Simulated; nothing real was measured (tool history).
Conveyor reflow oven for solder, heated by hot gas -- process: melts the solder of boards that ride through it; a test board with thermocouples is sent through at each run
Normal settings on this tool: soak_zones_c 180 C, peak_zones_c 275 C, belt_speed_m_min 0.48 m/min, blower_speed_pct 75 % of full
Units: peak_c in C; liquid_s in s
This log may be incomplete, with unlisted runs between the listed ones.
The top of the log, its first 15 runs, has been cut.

{"run": 16, "day": 20.817, "soak_zones_c": 190, "peak_zones_c": 275, "belt_speed_m_min": 0.48, "blower_speed_pct": 75, "peak_c": 263.4, "liquid_s": 96.6}
{"run": 17, "day": 22.129, "soak_zones_c": 179, "peak_zones_c": 275, "belt_speed_m_min": 0.48, "blower_speed_pct": 78, "peak_c": 262.9, "liquid_s": 89.9}
{"run": 18, "day": 22.912, "soak_zones_c": 179, "peak_zones_c": 275, "belt_speed_m_min": 0.514, "blower_speed_pct": 75, "peak_c": 260.1, "liquid_s": 81.9}
{"day": 23.771, "done": "belt drive overhauled, speed set with a stopwatch, once more"}
{"run": 19, "day": 24.704, "soak_zones_c": 172, "peak_zones_c": 272, "belt_speed_m_min": 0.525, "blower_speed_pct": 71, "peak_c": 252.7, "liquid_s": 66.9}
{"run": 20, "day": 25.854, "soak_zones_c": 174, "peak_zones_c": 272, "belt_speed_m_min": 0.525, "blower_speed_pct": 58, "peak_c": 248.9, "liquid_s": 62.6}
{"run": 21, "day": 27.058, "soak_zones_c": 193, "peak_zones_c": 272, "belt_speed_m_min": 0.525, "blower_speed_pct": 58, "peak_c": 253.2, "liquid_s": 76.5}
{"run": 22, "day": 28.167, "soak_zones_c": 189, "peak_zones_c": 275, "belt_speed_m_min": 0.48, "blower_speed_pct": 61, "peak_c": 258, "liquid_s": 87.1}
{"run": 23, "day": 29.088, "soak_zones_c": 173, "peak_zones_c": 275, "belt_speed_m_min": 0.48, "blower_speed_pct": 75, "peak_c": 258.7, "liquid_s": 80.5}
{"run": 24, "day": 30.704, "soak_zones_c": 176, "peak_zones_c": 284, "belt_speed_m_min": 0.484, "blower_speed_pct": 62, "peak_c": 262.8, "liquid_s": 83.3}
{"run": 25, "day": 31.717, "soak_zones_c": 174, "peak_zones_c": 280, "belt_speed_m_min": 0.415, "blower_speed_pct": 75, "peak_c": 268, "liquid_s": 101.1}
{"run": 26, "day": 32.529, "soak_zones_c": 174, "peak_zones_c": 280, "belt_speed_m_min": 0.415, "blower_speed_pct": 75, "peak_c": 267.7, "liquid_s": 100.9}
{"run": 27, "day": 33.746, "soak_zones_c": 180, "peak_zones_c": 268, "belt_speed_m_min": 0.48, "blower_speed_pct": 59, "peak_c": 249.1, "liquid_s": 74}
{"run": 28, "day": 34.967, "soak_zones_c": 183, "peak_zones_c": 268, "belt_speed_m_min": 0.48, "blower_speed_pct": 56, "peak_c": 249.2, "liquid_s": 74.9}
{"day": 36.154, "done": "flux residue cleaned out of gas plates and filters"}
{"run": 29, "day": 36.258, "soak_zones_c": 183, "peak_zones_c": 268, "belt_speed_m_min": 0.48, "blower_speed_pct": 56, "peak_c": 251.5, "liquid_s": 78.1}
{"run": 30, "day": 37.55, "soak_zones_c": 183, "peak_zones_c": 268, "belt_speed_m_min": 0.48, "blower_speed_pct": 56, "peak_c": 251.1, "liquid_s": 77.9}

4 options for the next run, each taken on its own from the tool as it stands now. Forecast them:
{"run": "A", "day": 39.275, "soak_zones_c": 180, "peak_zones_c": 288, "belt_speed_m_min": 0.456, "blower_speed_pct": 75, "peak_c": "?", "liquid_s": "?"}
{"run": "B", "day": 39.275, "soak_zones_c": 183, "peak_zones_c": 268, "belt_speed_m_min": 0.559, "blower_speed_pct": 56, "peak_c": "?", "liquid_s": "?"}
{"run": "C", "day": 39.275, "soak_zones_c": 185, "peak_zones_c": 287, "belt_speed_m_min": 0.57, "blower_speed_pct": 75, "peak_c": "?", "liquid_s": "?"}
{"run": "D", "day": 39.275, "soak_zones_c": 168, "peak_zones_c": 268, "belt_speed_m_min": 0.48, "blower_speed_pct": 56, "peak_c": "?", "liquid_s": "?"}

run=A peak_c=275.6 liquid_s=98.4
run=B peak_c=246 liquid_s=60.4
run=C peak_c=268.8 liquid_s=77.3
run=D peak_c=248.3 liquid_s=67.1
Stripped of hidden state, with their random variation kept, the same runs would have yielded:
run=A peak_c=276.3 liquid_s=98.4
run=B peak_c=246.7 liquid_s=60.9
run=C peak_c=269.6 liquid_s=77.4
run=D peak_c=249 liquid_s=67.7
